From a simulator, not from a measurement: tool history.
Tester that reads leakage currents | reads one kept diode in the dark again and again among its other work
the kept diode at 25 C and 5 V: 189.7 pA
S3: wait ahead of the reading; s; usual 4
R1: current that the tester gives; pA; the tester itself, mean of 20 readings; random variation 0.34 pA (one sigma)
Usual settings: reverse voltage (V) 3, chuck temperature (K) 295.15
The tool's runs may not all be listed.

run 1 hour=0 | reverse_voltage_(V)=3 chuck_temperature_(K)=295.15 S3=4 | R1=111.25
run 2 hour=39.4 | reverse_voltage_(V)=3 chuck_temperature_(K)=295.15 S3=4 | R1=110.66
run 3 hour=112.8 | reverse_voltage_(V)=3 chuck_temperature_(K)=295.15 S3=0.82 | R1=111.55
run 4 hour=182.2 | reverse_voltage_(V)=3 chuck_temperature_(K)=295.15 S3=4 | R1=110.92
run 5 hour=238.9 | reverse_voltage_(V)=3 chuck_temperature_(K)=295.15 S3=4 | R1=111.13
run 6 hour=291.4 | reverse_voltage_(V)=3 chuck_temperature_(K)=295.15 S3=4 | R1=111.41
run 7 hour=360.9 | reverse_voltage_(V)=3 chuck_temperature_(K)=295.15 S3=4 | R1=110.57
run 8 hour=441.5 | reverse_voltage_(V)=3 chuck_temperature_(K)=295.15 S3=4 | R1=111.1
run 9 hour=489.1 | reverse_voltage_(V)=3 chuck_temperature_(K)=295.15 S3=4 | R1=111.08
run 10 hour=557 | reverse_voltage_(V)=3 chuck_temperature_(K)=295.15 S3=4 | R1=111.33
run 11 hour=612.1 | reverse_voltage_(V)=3 chuck_temperature_(K)=295.15 S3=4 | R1=111.38
run 12 hour=689.8 | reverse_voltage_(V)=1.35 chuck_temperature_(K)=295.15 S3=4 | R1=75.19
run 13 hour=745.6 | reverse_voltage_(V)=1.35 chuck_temperature_(K)=295.15 S3=4 | R1=75.37
run 14 hour=792.9 | reverse_voltage_(V)=3 chuck_temperature_(K)=295.15 S3=0.66 | R1=111.89
run 15 hour=871.5 | reverse_voltage_(V)=3 chuck_temperature_(K)=295.15 S3=0.66 | R1=111.55
run 16 hour=926.7 | reverse_voltage_(V)=3 chuck_temperature_(K)=295.15 S3=0.66 | R1=111.45
run 17 hour=987.5 | reverse_voltage_(V)=3 chuck_temperature_(K)=295.15 S3=0.66 | R1=111.9
run 18 hour=1064.6 | reverse_voltage_(V)=3 chuck_temperature_(K)=295.15 S3=0.66 | R1=111.55
run 19 hour=1129.2 | reverse_voltage_(V)=3 chuck_temperature_(K)=302.15 S3=4 | R1=216.21
run 20 hour=1171.5 | reverse_voltage_(V)=9.45 chuck_temperature_(K)=314.15 S3=2.87 | R1=1109.24
run 21 hour=1252.3 | reverse_voltage_(V)=9.45 chuck_temperature_(K)=314.15 S3=2.87 | R1=1108.02
run 22 hour=1325.3 | reverse_voltage_(V)=10.22 chuck_temperature_(K)=297.15 S3=2.4 | R1=245.98
run 23 hour=1362.7 | reverse_voltage_(V)=11.75 chuck_temperature_(K)=321.15 S3=7.13 | R1=2201.85
run 24 hour=1401.7 | reverse_voltage_(V)=11.75 chuck_temperature_(K)=321.15 S3=7.13 | R1=2214.87
run 25 hour=1439.7 | reverse_voltage_(V)=6.72 chuck_temperature_(K)=295.15 S3=4 | R1=165.22
run 26 hour=1502.6 | reverse_voltage_(V)=6.72 chuck_temperature_(K)=295.15 S3=4 | R1=164.41
run 27 hour=1574 | reverse_voltage_(V)=3 chuck_temperature_(K)=300.15 S3=4.51 | R1=179.95
run 28 hour=1652.5 | reverse_voltage_(V)=3 chuck_temperature_(K)=307.15 S3=6.1 | R1=339.63
run 29 hour=1734.5 | reverse_voltage_(V)=1.3 chuck_temperature_(K)=306.15 S3=4 | R1=207.06
run 30 hour=1801.3 | reverse_voltage_(V)=1.3 chuck_temperature_(K)=306.15 S3=9.78 | R1=206.65
run 31 hour=1858.9 | reverse_voltage_(V)=1.3 chuck_temperature_(K)=306.15 S3=9.78 | R1=207.24
run 32 hour=1937.8 | reverse_voltage_(V)=1.3 chuck_temperature_(K)=306.15 S3=0.52 | R1=207.56
run 33 hour=2004.3 | reverse_voltage_(V)=6.21 chuck_temperature_(K)=295.15 S3=0.78 | R1=160.08
run 34 hour=2053.9 | reverse_voltage_(V)=3 chuck_temperature_(K)=301.15 S3=4 | R1=196.4
run 35 hour=2117.3 | reverse_voltage_(V)=3 chuck_temperature_(K)=301.15 S3=4 | R1=197.33
run 36 hour=2152.6 | reverse_voltage_(V)=3 chuck_temperature_(K)=310.15 S3=4 | R1=446.12
run 37 hour=2215.3 | reverse_voltage_(V)=2.82 chuck_temperature_(K)=310.15 S3=4 | R1=433.47
run 38 hour=2256.2 | reverse_voltage_(V)=3 chuck_temperature_(K)=295.15 S3=0.59 | R1=112.09

Forecast each of these 3 alternatives for the next run:
-- hour=2263.3 chuck's temperature calibrated
run A hour=2315.1 | reverse_voltage_(V)=3.89 chuck_temperature_(K)=295.15 S3=5.63 | R1=?
-- hour=2263.3 chuck's temperature calibrated
run B hour=2315.1 | reverse_voltage_(V)=5.35 chuck_temperature_(K)=331.15 S3=0.67 | R1=?
-- hour=2263.3 chuck's temperature calibrated
run C hour=2315.1 | reverse_voltage_(V)=3 chuck_temperature_(K)=315.15 S3=0.98 | R1=?

run=A R1=126.09
run=B R1=3355.68
run=C R1=686.77
Without the tool's hidden state the same runs would have given:
run=A R1=126
run=B R1=3354.43
run=C R1=686.49
